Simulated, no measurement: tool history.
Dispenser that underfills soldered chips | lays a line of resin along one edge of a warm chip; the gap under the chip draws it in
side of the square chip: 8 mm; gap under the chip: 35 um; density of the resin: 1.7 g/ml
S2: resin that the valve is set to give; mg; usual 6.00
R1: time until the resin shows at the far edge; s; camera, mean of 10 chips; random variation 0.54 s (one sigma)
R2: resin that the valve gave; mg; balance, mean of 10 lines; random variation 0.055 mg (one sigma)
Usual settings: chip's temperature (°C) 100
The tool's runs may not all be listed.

Run 1, hour 0.0: usual settings. Result: R1 60.3 s, R2 5.83 mg.
At hour 3.5: new syringe of resin.
Run 2, hour 5.3: usual settings. Result: R1 46.9 s, R2 6.00 mg.
Run 3, hour 11.7: usual settings but chip's temperature (°C) 86. Result: R1 102.7 s, R2 5.91 mg.
At hour 16.5: new syringe of resin.
Run 4, hour 19.5: usual settings. Result: R1 51.6 s, R2 5.89 mg.
Run 5, hour 26.9: usual settings. Result: R1 65.1 s, R2 5.91 mg.
At hour 29.4: new syringe of resin.
Run 6, hour 32.8: usual settings but chip's temperature (°C) 104, S2 6.24 mg. Result: R1 41.8 s, R2 6.00 mg.
Run 7, hour 38.7: usual settings but chip's temperature (°C) 97, S2 5.25 mg. Result: R1 70.0 s, R2 5.07 mg.
At hour 42.2: new syringe of resin.
Run 8, hour 44.7: usual settings but chip's temperature (°C) 114. Result: R1 29.6 s, R2 5.76 mg.
Run 9, hour 50.0: usual settings but chip's temperature (°C) 114. Result: R1 35.4 s, R2 5.78 mg.
Run 10, hour 54.3: usual settings but chip's temperature (°C) 89, S2 7.20 mg. Result: R1 100.9 s, R2 6.91 mg.

Forecast each of these 3 alternatives for the next run:
At hour 55.1: new syringe of resin.
Run A, hour 61.7: usual settings but chip's temperature (°C) 89, S2 7.20 mg. Result: R1 ?, R2 ?.
At hour 55.1: new syringe of resin.
Run B, hour 61.7: usual settings but chip's temperature (°C) 93, S2 7.20 mg. Result: R1 ?, R2 ?.
At hour 55.1: new syringe of resin.
Run C, hour 61.7: usual settings but chip's temperature (°C) 111, S2 7.17 mg. Result: R1 ?, R2 ?.

run    R1    R2
  A  83.1  6.92
  B  70.7  6.88
  C  37.0  6.84
Without the tool's hidden state the same runs would have given:
run    R1    R2
  A  66.9  7.22
  B  56.9  7.18
  C  29.8  7.14
